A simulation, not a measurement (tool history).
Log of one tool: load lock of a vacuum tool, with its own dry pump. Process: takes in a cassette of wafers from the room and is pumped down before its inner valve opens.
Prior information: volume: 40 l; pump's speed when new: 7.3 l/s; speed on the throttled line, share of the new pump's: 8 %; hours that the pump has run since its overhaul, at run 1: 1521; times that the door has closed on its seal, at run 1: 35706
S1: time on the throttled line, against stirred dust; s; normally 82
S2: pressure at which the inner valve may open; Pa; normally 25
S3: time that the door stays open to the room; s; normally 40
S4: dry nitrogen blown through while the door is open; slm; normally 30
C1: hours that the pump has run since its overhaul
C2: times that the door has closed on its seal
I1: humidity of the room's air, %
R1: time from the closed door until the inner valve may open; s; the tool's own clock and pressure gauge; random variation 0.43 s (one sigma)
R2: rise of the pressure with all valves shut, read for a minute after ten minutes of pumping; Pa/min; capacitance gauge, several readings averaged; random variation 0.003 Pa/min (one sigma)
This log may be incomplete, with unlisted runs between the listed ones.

run 1 hour=0.0 | S1=82 S2=25 S3=40 S4=30 | C1=1521 C2=35706 | I1=41.5 | R1=121.6 R2=0.187
run 2 hour=301.6 | S1=82 S2=25 S3=40 S4=30 | C1=1822 C2=36791 | I1=43.6 | R1=122.0 R2=0.196
run 3 hour=879.3 | S1=82 S2=25 S3=40 S4=30 | C1=2400 C2=38869 | I1=44.6 | R1=121.5 R2=0.221
run 4 hour=1301.8 | S1=82 S2=25 S3=40 S4=30 | C1=2822 C2=40389 | I1=43.0 | R1=122.6 R2=0.231
run 5 hour=1848.7 | S1=82 S2=25 S3=40 S4=30 | C1=3369 C2=42356 | I1=45.1 | R1=121.9 R2=0.245
run 6 hour=2394.7 | S1=82 S2=25 S3=40 S4=30 | C1=3915 C2=44320 | I1=45.9 | R1=122.3 R2=0.256
run 7 hour=2904.6 | S1=146 S2=25 S3=40 S4=30 | C1=4425 C2=46154 | I1=43.0 | R1=181.7 R2=0.265
run 8 hour=3336.6 | S1=146 S2=25 S3=40 S4=30 | C1=4857 C2=47708 | I1=45.3 | R1=181.5 R2=0.287
run 9 hour=3903.5 | S1=146 S2=25 S3=40 S4=30 | C1=5424 C2=49747 | I1=47.0 | R1=182.4 R2=0.307
run 10 hour=4200.1 | S1=146 S2=25 S3=40 S4=30 | C1=5721 C2=50814 | I1=43.2 | R1=182.0 R2=0.319
run 11 hour=4853.0 | S1=146 S2=25 S3=40 S4=30 | C1=6374 C2=53163 | I1=43.5 | R1=183.5 R2=0.343
run 12 hour=5541.1 | S1=146 S2=25 S3=40 S4=30 | C1=7062 C2=55638 | I1=43.3 | R1=181.7 R2=0.360
run 13 hour=6057.8 | S1=68 S2=25 S3=40 S4=30 | C1=7579 C2=57497 | I1=46.4 | R1=112.1 R2=0.382
run 14 hour=6374.3 | S1=116 S2=25 S3=40 S4=30 | C1=7895 C2=58635 | I1=48.4 | R1=155.0 R2=0.395

What does the tool deliver on the next run?
run 15 hour=6972.5 | S1=116 S2=25 S3=40 S4=30 | C1=8493 C2=60787 | I1=46.7 | R1=? R2=?

{"run 15": {"R1": 154.8, "R2": 0.42}}
On a tool with no hidden condition, and with the same random variation, this run would have come out at R1 151.3 s, R2 0.020 Pa/min.
